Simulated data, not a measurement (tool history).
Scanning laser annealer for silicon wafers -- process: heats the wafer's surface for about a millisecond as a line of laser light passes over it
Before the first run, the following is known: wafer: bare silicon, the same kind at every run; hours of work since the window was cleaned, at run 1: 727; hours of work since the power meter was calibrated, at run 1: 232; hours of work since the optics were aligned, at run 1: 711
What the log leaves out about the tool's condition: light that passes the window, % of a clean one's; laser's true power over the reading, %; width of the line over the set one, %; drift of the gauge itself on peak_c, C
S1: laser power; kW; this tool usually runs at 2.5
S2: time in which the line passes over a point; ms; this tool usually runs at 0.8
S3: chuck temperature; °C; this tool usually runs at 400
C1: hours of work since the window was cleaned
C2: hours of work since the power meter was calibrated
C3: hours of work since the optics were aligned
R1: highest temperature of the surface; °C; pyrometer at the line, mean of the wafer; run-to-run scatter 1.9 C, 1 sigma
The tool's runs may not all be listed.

{"run": 1, "day": 0.0, "S1": 2.5, "S2": 0.8, "S3": 400, "C1": 727, "C2": 232, "C3": 711, "R1": 1175}
{"run": 2, "day": 0.383, "S1": 2.5, "S2": 0.8, "S3": 400, "C1": 733, "C2": 238, "C3": 716, "R1": 1176}
{"run": 3, "day": 0.646, "S1": 2.5, "S2": 0.8, "S3": 400, "C1": 737, "C2": 242, "C3": 720, "R1": 1171}
{"run": 4, "day": 0.912, "S1": 2.5, "S2": 0.8, "S3": 400, "C1": 741, "C2": 246, "C3": 724, "R1": 1175}
{"run": 5, "day": 1.317, "S1": 2.5, "S2": 0.601, "S3": 400, "C1": 746, "C2": 251, "C3": 730, "R1": 1085}
{"day": 1.462, "done": "window over the wafer cleaned"}
{"run": 6, "day": 1.804, "S1": 2.5, "S2": 0.601, "S3": 400, "C1": 5, "C2": 257, "C3": 735, "R1": 1084}
{"run": 7, "day": 2.192, "S1": 2.5, "S2": 0.579, "S3": 400, "C1": 10, "C2": 263, "C3": 741, "R1": 1071}
{"run": 8, "day": 2.442, "S1": 2.5, "S2": 0.579, "S3": 400, "C1": 14, "C2": 266, "C3": 745, "R1": 1072}
{"run": 9, "day": 2.85, "S1": 2.436, "S2": 0.643, "S3": 383, "C1": 20, "C2": 272, "C3": 750, "R1": 1063}
{"run": 10, "day": 3.158, "S1": 2.178, "S2": 0.789, "S3": 430, "C1": 24, "C2": 277, "C3": 755, "R1": 1076}
{"run": 11, "day": 3.479, "S1": 2.178, "S2": 0.789, "S3": 430, "C1": 29, "C2": 281, "C3": 760, "R1": 1075}

What if the next run were any one of these 3? Each begins from the tool's condition after run 11:
{"run": "A", "day": 3.825, "S1": 2.178, "S2": 0.789, "S3": 375, "C1": 34, "C2": 286, "C3": 764, "R1": "?"}
{"run": "B", "day": 3.825, "S1": 2.418, "S2": 0.724, "S3": 408, "C1": 34, "C2": 286, "C3": 764, "R1": "?"}
{"run": "C", "day": 3.825, "S1": 2.521, "S2": 0.698, "S3": 374, "C1": 34, "C2": 286, "C3": 764, "R1": "?"}

run=A R1=1022
run=B R1=1121
run=C R1=1113
Had the tool no hidden state, the same runs would have come out as:
run=A R1=1022
run=B R1=1121
run=C R1=1113

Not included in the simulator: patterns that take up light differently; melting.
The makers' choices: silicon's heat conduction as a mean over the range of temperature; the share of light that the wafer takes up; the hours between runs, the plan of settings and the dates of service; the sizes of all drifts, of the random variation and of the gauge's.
